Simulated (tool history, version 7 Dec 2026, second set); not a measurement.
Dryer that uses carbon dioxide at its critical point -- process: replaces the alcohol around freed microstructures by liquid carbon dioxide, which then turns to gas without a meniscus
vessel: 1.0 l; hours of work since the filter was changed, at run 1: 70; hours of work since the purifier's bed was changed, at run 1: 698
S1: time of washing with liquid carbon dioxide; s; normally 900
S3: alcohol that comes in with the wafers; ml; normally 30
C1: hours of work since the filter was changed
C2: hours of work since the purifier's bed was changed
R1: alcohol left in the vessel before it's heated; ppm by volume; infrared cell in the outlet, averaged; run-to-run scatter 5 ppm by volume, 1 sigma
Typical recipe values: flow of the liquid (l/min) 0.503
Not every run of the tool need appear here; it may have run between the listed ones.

run 1 hour=0.0 | S1=900 flow_of_the_liquid_(l/min)=0.503 S3=30 | C1=70 C2=698 | R1=110
run 2 hour=34.3 | S1=900 flow_of_the_liquid_(l/min)=0.503 S3=30 | C1=93 C2=722 | R1=118
run 3 hour=62.8 | S1=900 flow_of_the_liquid_(l/min)=0.503 S3=30 | C1=113 C2=741 | R1=112
run 4 hour=91.0 | S1=900 flow_of_the_liquid_(l/min)=0.503 S3=30 | C1=133 C2=761 | R1=122
run 5 hour=137.2 | S1=900 flow_of_the_liquid_(l/min)=0.503 S3=30 | C1=164 C2=793 | R1=118
run 6 hour=160.9 | S1=900 flow_of_the_liquid_(l/min)=0.503 S3=30 | C1=181 C2=809 | R1=125
run 7 hour=200.8 | S1=900 flow_of_the_liquid_(l/min)=0.503 S3=119 | C1=208 C2=837 | R1=209
run 8 hour=240.0 | S1=900 flow_of_the_liquid_(l/min)=0.503 S3=30 | C1=235 C2=864 | R1=130
run 9 hour=290.1 | S1=900 flow_of_the_liquid_(l/min)=0.503 S3=30 | C1=270 C2=898 | R1=136
run 10 hour=335.9 | S1=900 flow_of_the_liquid_(l/min)=0.503 S3=30 | C1=302 C2=930 | R1=145
run 11 hour=376.0 | S1=600 flow_of_the_liquid_(l/min)=0.503 S3=30 | C1=329 C2=957 | R1=470
run 12 hour=419.0 | S1=600 flow_of_the_liquid_(l/min)=0.503 S3=30 | C1=359 C2=987 | R1=479
run 13 hour=450.0 | S1=600 flow_of_the_liquid_(l/min)=0.503 S3=30 | C1=380 C2=1009 | R1=512
run 14 hour=473.3 | S1=600 flow_of_the_liquid_(l/min)=0.503 S3=30 | C1=396 C2=1025 | R1=527
run 15 hour=495.9 | S1=900 flow_of_the_liquid_(l/min)=0.503 S3=30 | C1=412 C2=1040 | R1=170
-- hour=551.7 purifier's bed changed
run 16 hour=552.3 | S1=900 flow_of_the_liquid_(l/min)=0.503 S3=30 | C1=449 C2=0 | R1=50
run 17 hour=588.6 | S1=900 flow_of_the_liquid_(l/min)=0.503 S3=30 | C1=474 C2=25 | R1=64
run 18 hour=618.6 | S1=900 flow_of_the_liquid_(l/min)=0.332 S3=30 | C1=495 C2=46 | R1=492
run 19 hour=644.4 | S1=1380 flow_of_the_liquid_(l/min)=0.332 S3=30 | C1=513 C2=64 | R1=70
run 20 hour=695.4 | S1=960 flow_of_the_liquid_(l/min)=0.503 S3=30 | C1=548 C2=99 | R1=60
-- hour=717.1 inlet filter changed
run 21 hour=741.3 | S1=1140 flow_of_the_liquid_(l/min)=0.741 S3=62 | C1=17 C2=130 | R1=24
run 22 hour=779.7 | S1=1140 flow_of_the_liquid_(l/min)=0.741 S3=62 | C1=43 C2=157 | R1=31
run 23 hour=816.5 | S1=1080 flow_of_the_liquid_(l/min)=0.320 S3=73 | C1=69 C2=182 | R1=336
run 24 hour=851.3 | S1=1080 flow_of_the_liquid_(l/min)=0.320 S3=73 | C1=93 C2=206 | R1=356
run 25 hour=886.8 | S1=720 flow_of_the_liquid_(l/min)=0.442 S3=32 | C1=117 C2=231 | R1=242
run 26 hour=923.5 | S1=720 flow_of_the_liquid_(l/min)=0.792 S3=32 | C1=143 C2=256 | R1=40
run 27 hour=955.0 | S1=720 flow_of_the_liquid_(l/min)=0.379 S3=73 | C1=164 C2=278 | R1=1132
run 28 hour=1005.4 | S1=1260 flow_of_the_liquid_(l/min)=0.405 S3=30 | C1=199 C2=313 | R1=54
run 29 hour=1042.7 | S1=1260 flow_of_the_liquid_(l/min)=0.405 S3=30 | C1=225 C2=338 | R1=49
run 30 hour=1092.1 | S1=1260 flow_of_the_liquid_(l/min)=0.405 S3=30 | C1=259 C2=372 | R1=70

Here are 3 independent what-if runs from the current tool condition. What would each one return?
run A hour=1138.3 | S1=960 flow_of_the_liquid_(l/min)=0.394 S3=110 | C1=291 C2=404 | R1=?
run B hour=1138.3 | S1=900 flow_of_the_liquid_(l/min)=0.710 S3=84 | C1=291 C2=404 | R1=?
run C hour=1138.3 | S1=900 flow_of_the_liquid_(l/min)=0.733 S3=27 | C1=291 C2=404 | R1=?

run=A R1=447
run=B R1=62
run=C R1=46
Take away the tool's hidden state, keep each run's random variation, and the runs would have read:
run=A R1=227
run=B R1=14
run=C R1=0
